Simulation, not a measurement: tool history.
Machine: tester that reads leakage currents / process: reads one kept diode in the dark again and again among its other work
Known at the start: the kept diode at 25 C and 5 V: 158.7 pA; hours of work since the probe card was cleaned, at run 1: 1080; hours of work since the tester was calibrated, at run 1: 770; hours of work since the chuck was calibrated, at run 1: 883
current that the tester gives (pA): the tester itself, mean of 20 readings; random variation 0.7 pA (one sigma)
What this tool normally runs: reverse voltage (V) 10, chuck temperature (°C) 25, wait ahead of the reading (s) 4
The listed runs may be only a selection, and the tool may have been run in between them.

| run | day | reverse voltage (V) | chuck temperature (°C) | wait ahead of the reading (s) | hours of work since the probe card was cleaned | hours of work since the tester was calibrated | hours of work since the chuck was calibrated | current that the tester gives (pA) |
|---|---|---|---|---|---|---|---|---|
| 1 | 0 | 10 | 25 | 4 | 1080 | 770 | 883 | 282.72 |
| 2 | 1.05 | 10 | 25 | 4 | 1094 | 783 | 897 | 284.41 |
| 3 | 2.829 | 10 | 25 | 4 | 1117 | 807 | 920 | 285.1 |
| 4 | 4.571 | 10 | 25 | 4 | 1140 | 829 | 943 | 283.83 |
| 5 | 5.692 | 10 | 25 | 4 | 1154 | 844 | 957 | 286.56 |
| 6 | 7.838 | 10 | 25 | 4 | 1182 | 872 | 985 | 287.63 |
| 7 | 9.642 | 10 | 25 | 4 | 1206 | 895 | 1009 | 289.3 |
| 8 | 11.225 | 10 | 25 | 4 | 1226 | 916 | 1029 | 288.74 |
| 9 | 12.179 | 10 | 25 | 4 | 1239 | 928 | 1042 | 289.91 |
| 10 | 13.975 | 16.7 | 25 | 4 | 1262 | 952 | 1065 | 389.79 |
| 11 | 15.833 | 10 | 25 | 4 | 1286 | 976 | 1089 | 294.47 |
| 12 | 17.617 | 10 | 25 | 9.66 | 1310 | 999 | 1113 | 293.76 |
| 13 | 19.7 | 10 | 25 | 4 | 1337 | 1026 | 1140 | 296.33 |
| 14 | 20.675 | 10 | 52 | 4 | 1349 | 1039 | 1152 | 3041.92 |
| 15 | 22.725 | 10 | 52 | 4 | 1376 | 1066 | 1179 | 3048.23 |
| 16 | 24.55 | 10 | 52 | 4 | 1400 | 1089 | 1203 | 3079.62 |
| 17 | 26.367 | 10 | 25 | 4 | 1423 | 1113 | 1226 | 301.76 |
| 18 | 28.325 | 10 | 25 | 4 | 1449 | 1138 | 1252 | 301.04 |
| 19 | 29.675 | 10 | 25 | 4 | 1467 | 1156 | 1270 | 300.93 |
| 20 | 30.621 | 10 | 25 | 4 | 1479 | 1168 | 1282 | 302.63 |
| 21 | 32.392 | 5.1 | 25 | 1.48 | 1502 | 1191 | 1305 | 209.89 |
| 22 | 34.029 | 10 | 22 | 4 | 1523 | 1213 | 1326 | 232.24 |
| 23 | 35.029 | 1.1 | 27 | 0.3 | 1536 | 1226 | 1339 | 109.53 |
| 24 | 36.108 | 10 | 25 | 0.49 | 1550 | 1240 | 1353 | 312.9 |
| 25 | 38 | 15.1 | 26 | 4 | 1575 | 1264 | 1378 | 427.61 |
|  | 39.892 | chuck's temperature calibrated |
| 26 | 40.179 | 6.4 | 51 | 0.78 | 1602 | 1292 | 4 | 1910.45 |
| 27 | 42.217 | 17.3 | 29 | 4 | 1629 | 1318 | 30 | 496.51 |
| 28 | 43.429 | 1.6 | 35 | 4 | 1644 | 1334 | 46 | 226.15 |
| 29 | 45.133 | 10 | 21 | 4 | 1667 | 1356 | 68 | 177.43 |
| 30 | 46.262 | 12.9 | 54 | 0.8 | 1681 | 1371 | 83 | 3585.28 |
| 31 | 48.404 | 12.9 | 20 | 0.8 | 1709 | 1399 | 111 | 193 |
| 32 | 49.65 | 12.9 | 57 | 0.8 | 1725 | 1415 | 127 | 4596.2 |
| 33 | 50.85 | 3 | 48 | 2.53 | 1741 | 1430 | 143 | 997.61 |
| 34 | 51.729 | 3.4 | 25 | 0.6 | 1752 | 1442 | 154 | 142.48 |
| 35 | 53.092 | 3.4 | 25 | 0.6 | 1770 | 1460 | 172 | 143 |
| 36 | 54.292 | 2.2 | 59 | 0.6 | 1786 | 1475 | 187 | 2060.2 |
| 37 | 55.717 | 2.2 | 59 | 0.6 | 1804 | 1494 | 206 | 2073.89 |
| 38 | 57.608 | 2.2 | 22 | 0.6 | 1829 | 1518 | 231 | 85.54 |
| 39 | 58.975 | 10 | 25 | 5.93 | 1847 | 1536 | 248 | 264.19 |
| 40 | 60.412 | 10 | 56 | 4 | 1865 | 1555 | 267 | 3750.38 |

Below, each run's measurement less what the same run would have read without the hidden state. Both values contain the same run-to-run variation, but the gauge's scatter may not be the same in both:
The tool's hidden condition here consists of: stray current of the dirty probe card, pA a volt; current scale over the true one, %; true chuck temperature over the reading, C; drift of the gauge itself on leakage_pa, %.
| run | current that the tester gives (pA) |
|---|---|
| 1 | +50.02 |
| 2 | +50.96 |
| 3 | +51.99 |
| 4 | +52.76 |
| 5 | +53.83 |
| 6 | +55.28 |
| 7 | +56.56 |
| 8 | +57.32 |
| 9 | +58.08 |
| 10 | +82.49 |
| 11 | +61.05 |
| 12 | +61.99 |
| 13 | +63.61 |
| 14 | +489.41 |
| 15 | +499.77 |
| 16 | +513.1 |
| 17 | +68.39 |
| 18 | +69.25 |
| 19 | +69.91 |
| 20 | +70.75 |
| 21 | +47.78 |
| 22 | +59.13 |
| 23 | +23.42 |
| 24 | +75.07 |
| 25 | +106.77 |
| 26 | +50.63 |
| 27 | +38.36 |
| 28 | +8.93 |
| 29 | +20.5 |
| 30 | +130.32 |
| 31 | +26.62 |
| 32 | +186.15 |
| 33 | +44.6 |
| 34 | +11.76 |
| 35 | +12.18 |
| 36 | +93.25 |
| 37 | +99.14 |
| 38 | +8.48 |
| 39 | +31.86 |
| 40 | +221.34 |

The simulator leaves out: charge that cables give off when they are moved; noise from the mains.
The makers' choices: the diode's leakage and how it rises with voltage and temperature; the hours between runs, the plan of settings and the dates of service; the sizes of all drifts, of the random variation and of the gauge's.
